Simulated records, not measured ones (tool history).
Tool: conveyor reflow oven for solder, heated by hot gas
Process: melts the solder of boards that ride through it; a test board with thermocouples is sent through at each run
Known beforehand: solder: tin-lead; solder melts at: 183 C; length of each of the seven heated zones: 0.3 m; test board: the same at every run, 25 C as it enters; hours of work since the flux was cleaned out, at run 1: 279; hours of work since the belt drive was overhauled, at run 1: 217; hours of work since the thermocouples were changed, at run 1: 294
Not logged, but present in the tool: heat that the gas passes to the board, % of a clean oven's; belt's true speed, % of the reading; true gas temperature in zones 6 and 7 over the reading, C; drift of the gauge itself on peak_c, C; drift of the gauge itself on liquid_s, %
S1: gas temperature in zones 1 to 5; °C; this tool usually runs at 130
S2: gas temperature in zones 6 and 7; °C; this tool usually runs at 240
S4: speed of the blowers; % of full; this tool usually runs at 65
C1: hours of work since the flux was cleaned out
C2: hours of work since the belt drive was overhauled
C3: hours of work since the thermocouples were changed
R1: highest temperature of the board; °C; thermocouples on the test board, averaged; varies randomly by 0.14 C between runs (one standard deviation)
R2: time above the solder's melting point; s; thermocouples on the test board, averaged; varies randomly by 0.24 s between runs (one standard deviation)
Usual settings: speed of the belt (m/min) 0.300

Run 1, hour 0.0: usual settings; C1 279; C2 217; C3 294. Result: R1 220.0 °C, R2 89.2 s.
Run 2, hour 5.2: usual settings; C1 281; C2 220; C3 297. Result: R1 220.1 °C, R2 88.9 s.
Run 3, hour 10.1: usual settings; C1 284; C2 222; C3 299. Result: R1 219.9 °C, R2 89.1 s.
Run 4, hour 16.6: usual settings; C1 287; C2 226; C3 303. Result: R1 219.9 °C, R2 89.0 s.
Run 5, hour 25.3: usual settings but S2 235 °C; C1 292; C2 230; C3 307. Result: R1 215.8 °C, R2 83.5 s.
Run 6, hour 34.1: usual settings but S2 235 °C; C1 297; C2 235; C3 312. Result: R1 215.9 °C, R2 83.6 s.
Run 7, hour 41.4: usual settings but S2 235 °C; C1 301; C2 239; C3 316. Result: R1 215.8 °C, R2 83.9 s.
Run 8, hour 47.0: usual settings but S2 235 °C, speed of the belt (m/min) 0.250; C1 304; C2 242; C3 319. Result: R1 222.1 °C, R2 111.2 s.
Run 9, hour 52.1: usual settings but S2 235 °C, speed of the belt (m/min) 0.250; C1 306; C2 245; C3 322. Result: R1 221.7 °C, R2 111.2 s.
Run 10, hour 62.3: usual settings but S2 235 °C, speed of the belt (m/min) 0.250; C1 312; C2 250; C3 327. Result: R1 221.7 °C, R2 111.5 s.
Run 11, hour 69.8: usual settings but S2 235 °C, speed of the belt (m/min) 0.250; C1 316; C2 254; C3 331. Result: R1 221.6 °C, R2 111.2 s.
Run 12, hour 77.1: usual settings but S1 116 °C, S2 235 °C, speed of the belt (m/min) 0.240, S4 61 % of full; C1 320; C2 258; C3 335. Result: R1 220.1 °C, R2 105.9 s.
Run 13, hour 82.1: usual settings but S1 116 °C, S2 235 °C, speed of the belt (m/min) 0.240, S4 61 % of full; C1 323; C2 261; C3 338. Result: R1 220.0 °C, R2 106.0 s.
Run 14, hour 88.5: usual settings but S2 246 °C, S4 78 % of full; C1 326; C2 264; C3 341. Result: R1 228.7 °C, R2 98.5 s.
Run 15, hour 99.0: usual settings but S1 118 °C, S2 246 °C, speed of the belt (m/min) 0.324, S4 77 % of full; C1 332; C2 270; C3 347. Result: R1 223.4 °C, R2 80.3 s.
Run 16, hour 108.1: usual settings but S1 126 °C, S2 246 °C, speed of the belt (m/min) 0.315, S4 77 % of full; C1 337; C2 275; C3 352. Result: R1 226.0 °C, R2 89.2 s.
Run 17, hour 115.6: usual settings but S1 126 °C, S2 246 °C, speed of the belt (m/min) 0.339, S4 77 % of full; C1 341; C2 279; C3 356. Result: R1 223.1 °C, R2 79.9 s.
Run 18, hour 125.1: usual settings but S1 122 °C, S2 254 °C, S4 71 % of full; C1 346; C2 284; C3 361. Result: R1 232.5 °C, R2 98.3 s.
Run 19, hour 130.0: usual settings but S2 243 °C, speed of the belt (m/min) 0.342, S4 58 % of full; C1 348; C2 287; C3 364. Result: R1 214.2 °C, R2 70.1 s.
Run 20, hour 137.2: usual settings but S2 245 °C, speed of the belt (m/min) 0.296, S4 52 % of full; C1 352; C2 291; C3 368. Result: R1 219.9 °C, R2 88.7 s.
Run 21, hour 147.1: usual settings but S1 138 °C, S4 88 % of full; C1 357; C2 296; C3 373. Result: R1 226.7 °C, R2 101.6 s.

How would selected steps in R1 from run to run divide? Give the signed amount a tool lacking its hidden state would still show from settings, what came in and random variation, and the signed amount left for the hidden state, including any gauge scatter that is not in both of the compared results.
Run 7 -> 8: speed of the belt (m/min) 0.300 -> 0.250. R1 +6.3 °C: hidden state +0.4, all else +5.9.
Run 14 -> 15: S1 130 -> 118, speed of the belt (m/min) 0.300 -> 0.324, S4 78 -> 77. R1 -5.3 °C: hidden state -0.5, all else -4.8.
Run 17 -> 18: S1 126 -> 122, S2 246 -> 254, speed of the belt (m/min) 0.339 -> 0.300, S4 77 -> 71. R1 +9.4 °C: hidden state +0.2, all else +9.2.
Run 18 -> 19: S1 122 -> 130, S2 254 -> 243, speed of the belt (m/min) 0.300 -> 0.342, S4 71 -> 58. R1 -18.3 °C: hidden state +0.1, all else -18.4.

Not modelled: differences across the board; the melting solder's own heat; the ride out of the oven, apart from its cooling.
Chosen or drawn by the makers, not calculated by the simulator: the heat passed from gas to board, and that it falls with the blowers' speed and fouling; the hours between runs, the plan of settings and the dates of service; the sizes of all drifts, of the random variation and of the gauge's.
